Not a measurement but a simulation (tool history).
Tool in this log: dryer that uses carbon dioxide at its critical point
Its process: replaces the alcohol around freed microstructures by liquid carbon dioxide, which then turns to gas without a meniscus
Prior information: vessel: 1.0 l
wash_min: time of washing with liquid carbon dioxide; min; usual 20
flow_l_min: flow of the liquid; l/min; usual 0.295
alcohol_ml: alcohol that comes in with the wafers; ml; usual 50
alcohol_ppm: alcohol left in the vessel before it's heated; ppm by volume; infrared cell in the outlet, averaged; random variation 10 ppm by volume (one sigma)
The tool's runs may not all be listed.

run     day  wash_min  flow_l_min  alcohol_ml  alcohol_ppm
  1   0.000        20       0.295          50          809
  2   1.642        20       0.198          50         3277
  3   3.529        20       0.198          50         3271
  4   5.217        20       0.198          50         3305
  5   6.808        20       0.198          50         3311
  6   8.521        20       0.198          50         3412
  7  10.592        20       0.198          50         3397
  8  11.625        20       0.198          50         3506
  9  12.971        16       0.464          50          357
 10  15.171        16       0.464          28          260
 11  16.233        13       0.464          28          475
     16.629  -- inlet filter changed
 12  17.804        19       0.295          50          876
 13  20.062        20       0.349         119          725

Alternative continuations, all from the tool just after run 13; predict every row:
  A  21.383        21       0.440          50            ?
  B  21.383        30       0.347          23            ?
  C  21.383        16       0.206          37            ?
  D  21.383        16       0.407          50            ?

run  alcohol_ppm
  A          212
  B          171
  C         3464
  D          500
Without the tool's hidden state the same runs would have given:
run  alcohol_ppm
  A           49
  B           10
  C         3239
  D          327
